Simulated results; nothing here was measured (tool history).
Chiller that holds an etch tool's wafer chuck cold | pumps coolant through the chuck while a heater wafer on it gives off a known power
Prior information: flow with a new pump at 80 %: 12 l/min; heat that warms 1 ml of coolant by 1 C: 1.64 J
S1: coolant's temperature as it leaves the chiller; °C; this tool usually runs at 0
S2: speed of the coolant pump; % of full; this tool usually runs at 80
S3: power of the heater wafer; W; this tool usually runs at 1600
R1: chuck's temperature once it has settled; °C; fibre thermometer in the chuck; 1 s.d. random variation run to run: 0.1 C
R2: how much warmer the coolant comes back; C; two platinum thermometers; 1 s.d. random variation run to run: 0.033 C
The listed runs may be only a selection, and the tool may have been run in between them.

run,hour,S1,S2,S3,R1,R2
1,0.0,0,80,1600,17.4,4.94
2,41.9,0,63,1600,20.9,6.53
3,80.6,0,63,1600,20.8,6.50
4,126.9,0,63,1600,20.9,6.52
5,151.7,0,63,1600,20.9,6.50
6,183.5,0,80,2267,25.0,6.89
7,225.7,0,80,2267,24.9,6.98
8,250.1,0,80,2267,25.0,7.01
9,292.9,0,80,2267,25.1,6.95
10,331.9,0,80,2267,24.9,6.99
11,358.0,0,80,2267,24.9,6.99
12,406.7,0,73,1600,18.8,5.52
13,448.4,0,73,1600,18.9,5.53
14,491.4,0,80,1600,17.7,4.93
15,522.5,0,80,1600,17.8,4.95
16,546.4,0,84,1600,17.2,4.67
17,578.8,0,80,1985,22.1,6.16
18,606.6,0,80,1985,22.1,6.11
19,636.7,3,80,1360,18.2,4.18
20,664.1,8,73,1042,20.4,3.59
21,713.4,0,60,2261,31.0,9.69
22,745.3,6,62,942,18.7,3.87
23,773.0,6,62,942,18.8,3.92
24,807.8,6,62,942,18.6,3.91
25,845.9,0,69,1600,20.0,5.91
26,878.2,6,69,1600,26.1,5.79
27,904.7,2,80,974,12.9,3.00
28,937.1,0,69,2006,25.1,7.40
29,979.9,6,79,1527,23.2,4.81
30,1020.4,6,79,1527,23.3,4.78
31,1058.6,-7,68,1000,5.6,3.74

Alternative continuations, all from the tool just after run 31; predict every row:
A,1079.5,8,71,1000,?,?
B,1079.5,-7,92,1989,?,?
C,1079.5,-7,68,983,?,?
D,1079.5,2,80,1043,?,?

run,R1,R2
A,20.5,3.55
B,13.2,5.28
C,5.5,3.63
D,13.7,3.23
Without the tool's hidden state the same runs would have given:
run,R1,R2
A,19.7,3.48
B,11.9,5.17
C,4.7,3.56
D,12.9,3.16
